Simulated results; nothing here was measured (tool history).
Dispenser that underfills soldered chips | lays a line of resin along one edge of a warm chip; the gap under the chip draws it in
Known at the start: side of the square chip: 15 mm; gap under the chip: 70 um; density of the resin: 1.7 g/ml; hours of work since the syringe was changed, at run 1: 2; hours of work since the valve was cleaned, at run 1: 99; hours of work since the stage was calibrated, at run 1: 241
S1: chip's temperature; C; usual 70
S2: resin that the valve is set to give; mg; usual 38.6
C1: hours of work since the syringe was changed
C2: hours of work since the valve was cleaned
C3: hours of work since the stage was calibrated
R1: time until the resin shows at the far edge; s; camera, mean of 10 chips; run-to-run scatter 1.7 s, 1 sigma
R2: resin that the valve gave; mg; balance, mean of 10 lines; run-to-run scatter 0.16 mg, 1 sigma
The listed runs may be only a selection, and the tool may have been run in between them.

| run | day | S1 | S2 | C1 | C2 | C3 | R1 | R2 |
|---|---|---|---|---|---|---|---|---|
| 1 | 0.000 | 70 | 38.6 | 2 | 99 | 241 | 200.3 | 34.60 |
|  | 0.350 | new syringe of resin |
| 2 | 0.617 | 70 | 38.6 | 4 | 109 | 251 | 240.7 | 34.44 |
|  | 0.808 | new syringe of resin |
| 3 | 0.967 | 70 | 38.6 | 2 | 114 | 256 | 218.6 | 34.09 |
|  | 1.267 | new syringe of resin |
| 4 | 1.529 | 70 | 38.6 | 4 | 122 | 265 | 247.1 | 34.03 |
|  | 1.750 | new syringe of resin |
| 5 | 1.808 | 74 | 38.6 | 1 | 126 | 269 | 163.2 | 33.54 |
|  | 2.217 | new syringe of resin |
| 6 | 2.292 | 74 | 38.6 | 1 | 134 | 276 | 168.7 | 33.45 |
|  | 2.717 | new syringe of resin |
| 7 | 2.792 | 70 | 42.6 | 1 | 141 | 284 | 198.5 | 36.82 |
|  | 3.162 | dispensing valve cleaned and set on the balance |
|  | 3.217 | new syringe of resin |
| 8 | 3.383 | 76 | 35.5 | 3 | 3 | 292 | 165.9 | 35.27 |
|  | 3.704 | new syringe of resin |
| 9 | 3.733 | 76 | 35.5 | 1 | 8 | 297 | 143.2 | 35.25 |
| 10 | 4.021 | 81 | 40.3 | 5 | 13 | 302 | 157.0 | 40.07 |
|  | 4.175 | new syringe of resin |
| 11 | 4.583 | 81 | 40.3 | 6 | 21 | 310 | 178.6 | 39.65 |
|  | 4.642 | new syringe of resin |
|  | 5.096 | new syringe of resin |
| 12 | 5.121 | 81 | 38.9 | 0 | 29 | 318 | 117.0 | 37.85 |

Alternative continuations, all from the tool just after run 12; predict every row:
| A | 5.442 | 70 | 49.7 | 5 | 34 | 323 | ? | ? |
| B | 5.442 | 61 | 38.6 | 5 | 34 | 323 | ? | ? |
| C | 5.442 | 75 | 48.5 | 5 | 34 | 323 | ? | ? |
| D | 5.442 | 70 | 34.3 | 5 | 34 | 323 | ? | ? |

| run | R1 | R2 |
|---|---|---|
| A | 260.6 | 48.17 |
| B | 404.3 | 37.26 |
| C | 212.2 | 46.85 |
| D | 281.3 | 32.89 |
Without the tool's unlogged condition, the same runs would have read:
| run | R1 | R2 |
|---|---|---|
| A | 157.6 | 49.72 |
| B | 242.3 | 38.45 |
| C | 128.6 | 48.36 |
| D | 168.7 | 33.95 |
